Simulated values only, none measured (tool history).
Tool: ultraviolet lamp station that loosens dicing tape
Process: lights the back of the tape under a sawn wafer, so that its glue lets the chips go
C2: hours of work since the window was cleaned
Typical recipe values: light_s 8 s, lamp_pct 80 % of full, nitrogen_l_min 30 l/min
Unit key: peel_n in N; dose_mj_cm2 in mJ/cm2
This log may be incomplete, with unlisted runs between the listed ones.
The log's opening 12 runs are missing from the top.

run 13 hour=327.7 | light_s=8 lamp_pct=80 nitrogen_l_min=30 | hours_of_work_of_the_lamp=798 C2=198 | peel_n=0.229 dose_mj_cm2=211
run 14 hour=347.4 | light_s=8 lamp_pct=80 nitrogen_l_min=30 | hours_of_work_of_the_lamp=810 C2=209 | peel_n=0.215 dose_mj_cm2=212
run 15 hour=382.3 | light_s=8 lamp_pct=80 nitrogen_l_min=30 | hours_of_work_of_the_lamp=831 C2=230 | peel_n=0.221 dose_mj_cm2=207
run 16 hour=413.5 | light_s=8 lamp_pct=80 nitrogen_l_min=54 | hours_of_work_of_the_lamp=849 C2=249 | peel_n=0.175 dose_mj_cm2=210
run 17 hour=435.3 | light_s=7 lamp_pct=80 nitrogen_l_min=30 | hours_of_work_of_the_lamp=863 C2=262 | peel_n=0.266 dose_mj_cm2=182
run 18 hour=464.6 | light_s=7 lamp_pct=80 nitrogen_l_min=30 | hours_of_work_of_the_lamp=880 C2=280 | peel_n=0.273 dose_mj_cm2=184
run 19 hour=503.6 | light_s=5 lamp_pct=81 nitrogen_l_min=23 | hours_of_work_of_the_lamp=904 C2=304 | peel_n=0.688 dose_mj_cm2=129
run 20 hour=534.2 | light_s=4 lamp_pct=81 nitrogen_l_min=37 | hours_of_work_of_the_lamp=922 C2=322 | peel_n=0.805 dose_mj_cm2=110
run 21 hour=575.6 | light_s=8 lamp_pct=79 nitrogen_l_min=20 | hours_of_work_of_the_lamp=947 C2=347 | peel_n=0.275 dose_mj_cm2=202
run 22 hour=607.8 | light_s=11 lamp_pct=65 nitrogen_l_min=30 | hours_of_work_of_the_lamp=967 C2=366 | peel_n=0.191 dose_mj_cm2=228
run 23 hour=636.9 | light_s=13 lamp_pct=99 nitrogen_l_min=59 | hours_of_work_of_the_lamp=984 C2=384 | peel_n=0.154 dose_mj_cm2=417
run 24 hour=664.8 | light_s=8 lamp_pct=99 nitrogen_l_min=9 | hours_of_work_of_the_lamp=1001 C2=401 | peel_n=0.305 dose_mj_cm2=257
run 25 hour=683.1 | light_s=8 lamp_pct=84 nitrogen_l_min=9 | hours_of_work_of_the_lamp=1012 C2=412 | peel_n=0.446 dose_mj_cm2=215
run 26 hour=716.2 | light_s=8 lamp_pct=84 nitrogen_l_min=9 | hours_of_work_of_the_lamp=1032 C2=432 | peel_n=0.431 dose_mj_cm2=219
run 27 hour=745.5 | light_s=13 lamp_pct=84 nitrogen_l_min=9 | hours_of_work_of_the_lamp=1050 C2=449 | peel_n=0.179 dose_mj_cm2=353
run 28 hour=771.7 | light_s=6 lamp_pct=80 nitrogen_l_min=30 | hours_of_work_of_the_lamp=1065 C2=465 | peel_n=0.392 dose_mj_cm2=155
run 29 hour=806.0 | light_s=6 lamp_pct=80 nitrogen_l_min=17 | hours_of_work_of_the_lamp=1086 C2=486 | peel_n=0.591 dose_mj_cm2=154
run 30 hour=827.6 | light_s=6 lamp_pct=80 nitrogen_l_min=17 | hours_of_work_of_the_lamp=1099 C2=499 | peel_n=0.596 dose_mj_cm2=155
run 31 hour=864.2 | light_s=8 lamp_pct=80 nitrogen_l_min=12 | hours_of_work_of_the_lamp=1121 C2=521 | peel_n=0.396 dose_mj_cm2=205
run 32 hour=906.9 | light_s=8 lamp_pct=80 nitrogen_l_min=12 | hours_of_work_of_the_lamp=1147 C2=547 | peel_n=0.398 dose_mj_cm2=206
run 33 hour=942.2 | light_s=14 lamp_pct=76 nitrogen_l_min=32 | hours_of_work_of_the_lamp=1168 C2=568 | peel_n=0.160 dose_mj_cm2=346
run 34 hour=963.7 | light_s=16 lamp_pct=76 nitrogen_l_min=32 | hours_of_work_of_the_lamp=1181 C2=581 | peel_n=0.150 dose_mj_cm2=394

What if the next run were any one of these 4? Each begins from the tool's condition after run 34:
run A hour=997.7 | light_s=8 lamp_pct=83 nitrogen_l_min=50 | hours_of_work_of_the_lamp=1202 C2=601 | peel_n=? dose_mj_cm2=?
run B hour=997.7 | light_s=15 lamp_pct=61 nitrogen_l_min=22 | hours_of_work_of_the_lamp=1202 C2=601 | peel_n=? dose_mj_cm2=?
run C hour=997.7 | light_s=8 lamp_pct=80 nitrogen_l_min=15 | hours_of_work_of_the_lamp=1202 C2=601 | peel_n=? dose_mj_cm2=?
run D hour=997.7 | light_s=16 lamp_pct=68 nitrogen_l_min=14 | hours_of_work_of_the_lamp=1202 C2=601 | peel_n=? dose_mj_cm2=?

run=A peel_n=0.183 dose_mj_cm2=210
run=B peel_n=0.164 dose_mj_cm2=296
run=C peel_n=0.324 dose_mj_cm2=208
run=D peel_n=0.156 dose_mj_cm2=352
Stripped of hidden state, with their random variation kept, the same runs would have yielded:
run=A peel_n=0.183 dose_mj_cm2=211
run=B peel_n=0.164 dose_mj_cm2=297
run=C peel_n=0.322 dose_mj_cm2=209
run=D peel_n=0.156 dose_mj_cm2=353
